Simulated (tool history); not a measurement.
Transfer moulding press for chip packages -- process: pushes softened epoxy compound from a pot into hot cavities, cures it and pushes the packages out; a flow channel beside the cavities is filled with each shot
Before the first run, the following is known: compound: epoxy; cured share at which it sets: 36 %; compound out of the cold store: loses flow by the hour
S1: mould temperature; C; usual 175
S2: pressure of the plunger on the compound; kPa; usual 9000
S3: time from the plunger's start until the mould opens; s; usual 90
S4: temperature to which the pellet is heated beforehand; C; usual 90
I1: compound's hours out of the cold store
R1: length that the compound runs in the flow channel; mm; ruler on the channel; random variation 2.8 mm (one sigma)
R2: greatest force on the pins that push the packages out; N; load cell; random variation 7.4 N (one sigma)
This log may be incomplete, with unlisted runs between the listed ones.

run   hour   S1    S2   S3  S4    I1   R1   R2
  1      0  175  9000   90  90  15.9  717  308
  2    8.5  175  9000   90  90  38.6  649  320
        20  -- cavities cleaned with cleaning compound and waxed
  3   23.5  175  9000   90  90    48  617  297
  4   30.8  175  9000   90  90  24.7  690  299
  5   44.2  175  9000   80  90    27  680  347
      50.7  -- cavities cleaned with cleaning compound and waxed
  6     55  176  9000   90  90  15.1  722  297
  7   64.6  176  9000   90  90    21  694  292
  8   75.1  176  9000   90  90  26.4  671  300
      81.5  -- cavities cleaned with cleaning compound and waxed
  9   86.2  176  9000   90  90  29.7  663  290
 10   98.1  176  9000   90  90  28.6  667  298
 11  106.9  176  9000   90  90  20.7  695  320
     111.9  -- cavities cleaned with cleaning compound and waxed
 12  120.3  176  9000   90  90  47.9  614  294
 13  128.8  176  9000   90  90  11.6  720  301
 14    137  175  9000   90  90  34.3  658  323
     142.4  -- cavities cleaned with cleaning compound and waxed
 15  144.5  177  8220  118  90  19.8  665  275
 16    156  179  6940   92  90  11.2  628  278
 17  169.5  183  9000   75  96  25.6  654  289
     172.8  -- cavities cleaned with cleaning compound and waxed
 18  182.8  183  9000   75  96  42.9  603  295
 19  196.8  176  9730   90  86  27.7  701  300
     203.1  -- cavities cleaned with cleaning compound and waxed
 20  211.8  179  9730   76  90  30.8  675  326
 21  220.1  179  8850   86  90  38.7  622  293
 22    227  179  8850   86  90  29.7  651  293
     233.8  -- cavities cleaned with cleaning compound and waxed
 23  241.4  179  8850  122  90  11.4  708  273
 24  252.3  175  9850   90  90    46  653  315
     264.7  -- cavities cleaned with cleaning compound and waxed
 25  267.6  175  6970  102  90  29.2  589  291
 26  276.5  181  9000   90  84  20.2  682  287
 27  283.6  169  8420  103  84  45.7  623  336
     288.7  -- plunger's sealing rings changed
 28  294.8  167  9000   90  87  41.3  663  467

Alternative continuations, all from the tool just after run 28; predict every row:
     297.8  -- cavities cleaned with cleaning compound and waxed
  A  307.4  167  8710   90  87    33   ?   ?
     297.8  -- cavities cleaned with cleaning compound and waxed
  B  307.4  167  8390  102  81  45.2   ?   ?
     297.8  -- cavities cleaned with cleaning compound and waxed
  C  307.4  167  7670   90  82  25.5   ?   ?

run   R1   R2
  A  683  455
  B  633  388
  C  662  479
Without the tool's unlogged condition, the same runs would have read:
run   R1   R2
  A  683  453
  B  633  387
  C  662  477
